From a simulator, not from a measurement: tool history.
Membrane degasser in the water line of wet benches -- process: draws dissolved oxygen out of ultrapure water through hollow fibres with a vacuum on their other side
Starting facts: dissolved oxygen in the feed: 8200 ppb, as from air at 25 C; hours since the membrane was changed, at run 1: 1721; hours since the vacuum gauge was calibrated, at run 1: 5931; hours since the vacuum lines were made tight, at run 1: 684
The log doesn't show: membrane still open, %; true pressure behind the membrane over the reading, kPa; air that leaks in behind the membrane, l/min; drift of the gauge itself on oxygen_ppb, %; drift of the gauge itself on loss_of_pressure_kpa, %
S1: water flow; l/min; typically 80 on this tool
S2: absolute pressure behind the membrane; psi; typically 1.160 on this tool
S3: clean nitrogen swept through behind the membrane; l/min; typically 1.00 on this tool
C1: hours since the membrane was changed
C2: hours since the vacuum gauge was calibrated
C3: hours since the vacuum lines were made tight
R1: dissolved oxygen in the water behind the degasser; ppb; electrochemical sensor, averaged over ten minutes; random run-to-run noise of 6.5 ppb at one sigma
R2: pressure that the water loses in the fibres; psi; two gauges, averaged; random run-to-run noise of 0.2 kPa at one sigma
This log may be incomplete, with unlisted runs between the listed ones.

run	hour	S1	S2	S3	C1	C2	C3	R1	R2
1	0.0	80	1.160	1.00	1721	5931	684	644.9	6.334
2	115.8	80	1.160	1.00	1836	6047	800	653.6	6.396
3	340.7	80	1.160	1.00	2061	6272	1025	654.6	6.382
4	535.7	80	1.160	1.00	2256	6467	1220	660.3	6.353
5	651.7	80	1.160	1.00	2372	6583	1336	644.9	6.399
6	921.0	80	1.160	1.00	2642	6852	1605	648.3	6.379
7	1121.9	80	1.160	1.00	2842	7053	1806	658.8	6.345
8	1247.4	80	1.160	1.00	2968	7178	1931	651.5	6.399
9	1502.9	80	1.160	1.00	3223	7434	2187	654.9	6.425
10	1622.9	80	1.160	1.00	3343	7554	2307	650.4	6.367
# hour 1694.1: vacuum gauge calibrated
11	1907.5	80	1.160	1.00	3628	213	2591	644.9	6.367
12	2076.2	80	1.160	1.00	3796	382	2760	653.6	6.408
13	2196.0	80	1.160	1.00	3916	502	2880	649.2	6.438
14	2396.1	80	1.160	1.00	4116	702	3080	650.8	6.403
# hour 2604.0: seals of the vacuum lines changed
15	2667.1	95	1.160	1.00	4385	971	63	750.2	7.649
16	2803.6	80	1.160	1.00	4522	1107	200	650.0	6.445
17	2995.9	80	1.160	1.00	4714	1300	392	646.2	6.480
18	3138.8	107	0.930	1.34	4857	1443	535	501.9	8.651
19	3358.0	107	0.930	1.34	5076	1662	754	495.3	8.675
20	3628.6	82	1.389	0.66	5347	1932	1025	1056.1	6.646
21	3762.4	111	0.869	0.66	5480	2066	1158	651.9	9.061
22	3992.6	65	0.715	0.81	5711	2296	1389	255.4	5.291
23	4265.5	61	1.160	0.44	5983	2569	1661	872.5	4.930
24	4534.4	80	1.160	1.34	6252	2838	1930	549.4	6.564
25	4753.8	80	1.713	2.92	6472	3058	2150	531.8	6.588
26	5001.5	80	1.713	2.92	6720	3305	2397	532.7	6.540
# hour 5097.7: gauge calibrated
27	5192.8	80	1.713	2.92	6911	3497	2589	526.6	6.341
28	5395.7	80	1.713	2.92	7114	3700	2792	525.5	6.402
29	5577.6	80	1.991	0.55	7296	3881	2974	1809.0	6.376
30	5730.8	115	1.160	1.00	7449	4035	3127	863.7	9.139
# hour 5897.9: seals of the vacuum lines changed
31	6004.1	113	1.160	1.00	7720	4306	106	842.7	9.043

Predict each of these 4 candidate next runs independently; none follows another, all start after run 31:
A	6290.2	73	1.160	1.31	8006	4592	392	?	?
B	6290.2	113	1.952	2.01	8006	4592	392	?	?
C	6290.2	80	2.576	0.55	8006	4592	392	?	?
D	6290.2	80	1.279	1.26	8006	4592	392	?	?

run	R1	R2
A	509.5	5.842
B	1055.2	9.091
C	2366.6	6.398
D	663.1	6.360
Without the tool's hidden state the same runs would have given:
run	R1	R2
A	508.0	5.791
B	1053.4	9.013
C	2364.9	6.342
D	661.5	6.305
